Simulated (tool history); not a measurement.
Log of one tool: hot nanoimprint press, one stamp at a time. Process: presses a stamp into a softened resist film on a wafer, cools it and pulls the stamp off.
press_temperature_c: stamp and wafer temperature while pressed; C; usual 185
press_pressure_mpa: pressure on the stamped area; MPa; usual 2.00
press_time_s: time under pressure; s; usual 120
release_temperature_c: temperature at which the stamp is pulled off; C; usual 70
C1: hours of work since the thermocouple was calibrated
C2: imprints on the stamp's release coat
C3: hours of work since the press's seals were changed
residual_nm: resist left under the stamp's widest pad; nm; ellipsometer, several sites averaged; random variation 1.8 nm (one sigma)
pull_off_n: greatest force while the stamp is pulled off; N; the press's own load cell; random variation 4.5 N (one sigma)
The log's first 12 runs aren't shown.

run 13 hour=223.1 | press_temperature_c=185 press_pressure_mpa=2.00 press_time_s=120 release_temperature_c=75 | C1=189 C2=235 C3=703 | residual_nm=375.6 pull_off_n=204
-- hour=227.5 plate thermocouple calibrated
run 14 hour=244.3 | press_temperature_c=185 press_pressure_mpa=2.00 press_time_s=120 release_temperature_c=75 | C1=11 C2=296 C3=715 | residual_nm=372.7 pull_off_n=197
run 15 hour=258.8 | press_temperature_c=185 press_pressure_mpa=2.00 press_time_s=120 release_temperature_c=70 | C1=20 C2=345 C3=724 | residual_nm=375.4 pull_off_n=242
run 16 hour=276.2 | press_temperature_c=185 press_pressure_mpa=2.00 press_time_s=80 release_temperature_c=70 | C1=31 C2=404 C3=735 | residual_nm=426.6 pull_off_n=253
run 17 hour=286.2 | press_temperature_c=182 press_pressure_mpa=2.00 press_time_s=80 release_temperature_c=70 | C1=37 C2=437 C3=741 | residual_nm=457.9 pull_off_n=257
-- hour=298.0 plate thermocouple calibrated, once more
run 18 hour=310.1 | press_temperature_c=196 press_pressure_mpa=2.00 press_time_s=120 release_temperature_c=70 | C1=8 C2=508 C3=754 | residual_nm=270.9 pull_off_n=264
run 19 hour=324.4 | press_temperature_c=185 press_pressure_mpa=2.18 press_time_s=120 release_temperature_c=72 | C1=17 C2=556 C3=763 | residual_nm=354.4 pull_off_n=243
run 20 hour=334.7 | press_temperature_c=185 press_pressure_mpa=2.18 press_time_s=120 release_temperature_c=72 | C1=23 C2=590 C3=770 | residual_nm=357.3 pull_off_n=250
run 21 hour=353.4 | press_temperature_c=175 press_pressure_mpa=2.00 press_time_s=120 release_temperature_c=70 | C1=35 C2=653 C3=782 | residual_nm=475.3 pull_off_n=259
run 22 hour=370.8 | press_temperature_c=175 press_pressure_mpa=2.00 press_time_s=120 release_temperature_c=70 | C1=46 C2=712 C3=793 | residual_nm=476.3 pull_off_n=273
run 23 hour=390.3 | press_temperature_c=175 press_pressure_mpa=2.50 press_time_s=120 release_temperature_c=62 | C1=58 C2=777 C3=805 | residual_nm=443.7 pull_off_n=349
run 24 hour=412.1 | press_temperature_c=185 press_pressure_mpa=2.00 press_time_s=120 release_temperature_c=74 | C1=72 C2=851 C3=819 | residual_nm=369.9 pull_off_n=251
-- hour=425.3 stamp cleaned and given a new release coat
run 25 hour=438.0 | press_temperature_c=185 press_pressure_mpa=1.33 press_time_s=133 release_temperature_c=60 | C1=84 C2=43 C3=831 | residual_nm=419.7 pull_off_n=283
run 26 hour=460.3 | press_temperature_c=188 press_pressure_mpa=1.33 press_time_s=155 release_temperature_c=68 | C1=98 C2=118 C3=845 | residual_nm=370.6 pull_off_n=233
run 27 hour=472.3 | press_temperature_c=175 press_pressure_mpa=2.00 press_time_s=120 release_temperature_c=70 | C1=106 C2=158 C3=853 | residual_nm=478.4 pull_off_n=231
run 28 hour=487.4 | press_temperature_c=180 press_pressure_mpa=2.00 press_time_s=143 release_temperature_c=70 | C1=116 C2=209 C3=862 | residual_nm=403.3 pull_off_n=230
run 29 hour=496.7 | press_temperature_c=190 press_pressure_mpa=2.00 press_time_s=120 release_temperature_c=73 | C1=121 C2=240 C3=868 | residual_nm=323.0 pull_off_n=221
run 30 hour=511.5 | press_temperature_c=190 press_pressure_mpa=2.26 press_time_s=136 release_temperature_c=73 | C1=131 C2=290 C3=877 | residual_nm=288.2 pull_off_n=222

Forecast each of these 4 alternatives for the next run:
run A hour=529.2 | press_temperature_c=190 press_pressure_mpa=2.26 press_time_s=61 release_temperature_c=73 | C1=142 C2=350 C3=889 | residual_nm=? pull_off_n=?
run B hour=529.2 | press_temperature_c=183 press_pressure_mpa=2.00 press_time_s=87 release_temperature_c=58 | C1=142 C2=350 C3=889 | residual_nm=? pull_off_n=?
run C hour=529.2 | press_temperature_c=185 press_pressure_mpa=2.00 press_time_s=120 release_temperature_c=55 | C1=142 C2=350 C3=889 | residual_nm=? pull_off_n=?
run D hour=529.2 | press_temperature_c=190 press_pressure_mpa=2.26 press_time_s=136 release_temperature_c=70 | C1=142 C2=350 C3=889 | residual_nm=? pull_off_n=?

run=A residual_nm=388.7 pull_off_n=228
run=B residual_nm=430.3 pull_off_n=333
run=C residual_nm=372.2 pull_off_n=351
run=D residual_nm=288.7 pull_off_n=245
Without the tool's hidden state the same runs would have given:
run=A residual_nm=385.4 pull_off_n=204
run=B residual_nm=427.4 pull_off_n=297
run=C residual_nm=369.4 pull_off_n=314
run=D residual_nm=285.8 pull_off_n=219

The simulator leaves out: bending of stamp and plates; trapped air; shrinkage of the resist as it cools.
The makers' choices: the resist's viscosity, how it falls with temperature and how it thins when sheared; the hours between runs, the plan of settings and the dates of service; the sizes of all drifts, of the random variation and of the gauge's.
